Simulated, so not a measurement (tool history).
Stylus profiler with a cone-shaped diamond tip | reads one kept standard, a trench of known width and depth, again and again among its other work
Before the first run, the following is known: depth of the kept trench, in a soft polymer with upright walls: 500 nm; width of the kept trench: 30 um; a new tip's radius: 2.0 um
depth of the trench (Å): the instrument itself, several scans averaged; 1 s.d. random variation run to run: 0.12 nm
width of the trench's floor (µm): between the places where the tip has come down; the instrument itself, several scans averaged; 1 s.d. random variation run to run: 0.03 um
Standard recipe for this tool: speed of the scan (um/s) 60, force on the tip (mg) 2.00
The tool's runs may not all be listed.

run   hour  speed of the scan (um/s)  force on the tip (mg)  depth of the trench (Å)  width of the trench's floor (µm)
  1    0.0                        60                   2.00                   5074.9                             25.93
  2   34.6                        60                   2.00                   5072.3                             25.87
  3   70.2                        60                   3.72                   5110.6                             25.91
  4   98.2                        60                   3.72                   5109.3                             25.96
  5  131.0                        60                   3.72                   5109.8                             25.98
  6  154.1                        60                   3.72                   5108.3                             25.93
  7  174.2                        60                   3.72                   5108.8                             25.89
  8  194.3                        60                   3.72                   5109.8                             25.92
  9  220.9                        60                   3.72                   5108.2                             25.94
 10  249.2                        60                   3.72                   5112.2                             25.89
 11  283.9                        60                   2.00                   5074.9                             25.76
 12  305.4                        60                   2.00                   5076.0                             25.68
 13  323.0                        60                   2.00                   5075.3                             25.72
 14  357.9                        60                   3.10                   5100.8                             25.76
 15  379.8                        60                   2.00                   5075.7                             25.68
 16  409.4                        60                   2.00                   5076.3                             25.63
 17  444.0                        60                   2.00                   5076.5                             25.61
 18  471.7                        60                   2.00                   5078.6                             25.69
 19  505.2                        60                   2.00                   5077.3                             25.59
 20  526.0                        60                   2.00                   5077.1                             25.60
 21  561.5                        60                   2.00                   5078.1                             25.52
 22  581.3                        17                   2.00                   5078.5                             25.87

Run 23 has not been measured yet. What should we expect?
     584.8  -- height scale calibrated on a step standard
 23  601.2                       104                   5.27                        ?                                 ?

Run 23 came out at depth of the trench (Å) 5140.7, width of the trench's floor (µm) 25.56.
With no hidden state in the tool, this same run would have given depth of the trench (Å) 5126.9, width of the trench's floor (µm) 26.99.

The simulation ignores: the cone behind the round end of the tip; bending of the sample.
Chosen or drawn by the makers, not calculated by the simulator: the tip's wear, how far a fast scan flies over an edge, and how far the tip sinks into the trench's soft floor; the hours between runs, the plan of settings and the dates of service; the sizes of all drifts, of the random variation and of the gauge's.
